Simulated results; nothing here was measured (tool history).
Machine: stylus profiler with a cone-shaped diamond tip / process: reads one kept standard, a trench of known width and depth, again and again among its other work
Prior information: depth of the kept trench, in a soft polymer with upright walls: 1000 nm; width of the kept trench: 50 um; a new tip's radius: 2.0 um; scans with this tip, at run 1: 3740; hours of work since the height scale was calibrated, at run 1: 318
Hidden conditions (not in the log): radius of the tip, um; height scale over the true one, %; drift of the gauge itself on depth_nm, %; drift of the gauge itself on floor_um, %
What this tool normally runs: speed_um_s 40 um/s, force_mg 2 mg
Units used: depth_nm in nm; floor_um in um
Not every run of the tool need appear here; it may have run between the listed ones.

run,day,speed_um_s,force_mg,scans with this tip,hours of work since the height scale was calibrated,depth_nm,floor_um
1,0,40,2,3740,318,1005.43,45.79
2,0.896,40,0.94,3877,329,1003.19,45.6
3,1.6,40,0.94,3985,338,1003.35,45.59
4,2.3,40,3.27,4092,348,1007.31,45.72
5,2.95,52,2,4191,356,1005.41,45.67
6,3.654,52,2,4300,365,1005.45,45.65
7,4.371,52,2,4409,374,1005.54,45.64
8,4.988,52,2,4504,382,1005.74,45.58
9,5.583,40,2,4595,390,1005.32,45.61
10,6.167,40,2,4684,398,1005.26,45.63
11,6.571,40,2,4746,403,1005.6,45.65
12,7.058,19,2,4821,409,1005.57,45.71
13,7.996,19,2,4964,422,1005.7,45.76
14,8.467,19,2,5036,428,1004.94,45.74
15,9.421,19,2,5182,440,1005.76,45.71
16,9.825,40,0.73,5244,445,1003.21,45.4
17,10.562,58,2,5357,455,1005.72,45.42
18,11.142,58,2,5446,462,1005.95,45.42
19,11.75,18,3.74,5539,470,1008.21,45.67
# day 11.829: height scale calibrated on a step standard
20,12.658,102,3.26,5675,11,1008.25,45.31
21,13.062,102,1,5736,16,1004.47,44.89
22,13.608,11,3.37,5820,23,1008.08,45.72
23,14.1,11,3.37,5895,30,1008.17,45.69
24,14.55,11,3.37,5964,35,1008.56,45.7
25,15.1,36,5.77,6048,43,1011.67,45.62
# day 15.542: height scale calibrated on a step standard, once more
26,15.95,36,1.42,6175,5,1004,45.42
27,16.554,31,1.08,6268,13,1003.39,45.43
28,17.542,31,1.08,6419,26,1003.74,45.41
29,18.033,43,5.42,6494,32,1009.69,45.51
30,18.533,144,3.06,6571,39,1006.69,44.97
31,19.321,22,2.92,6691,49,1006.1,45.56
32,20.062,22,2.92,6805,59,1006.78,45.51
33,21.054,38,1.73,6957,72,1004.56,45.42
34,21.979,110,1.31,7098,84,1004.32,44.73

Below are 5 alternative next runs, each starting from the tool's condition after run 34. Predict each:
A,22.638,110,3.31,7199,92,?,?
B,22.638,110,4.68,7199,92,?,?
C,22.638,54,4.96,7199,92,?,?
D,22.638,53,1.31,7199,92,?,?
E,22.638,57,1.31,7199,92,?,?

run,depth_nm,floor_um
A,1007.28,45.07
B,1009.22,45.16
C,1009.51,45.42
D,1003.99,45.22
E,1003.85,45.17
Without the tool's unlogged condition, the same runs would have read:
run,depth_nm,floor_um
A,1007.02,46
B,1008.96,46.09
C,1009.26,46.35
D,1003.73,46.15
E,1003.6,46.09
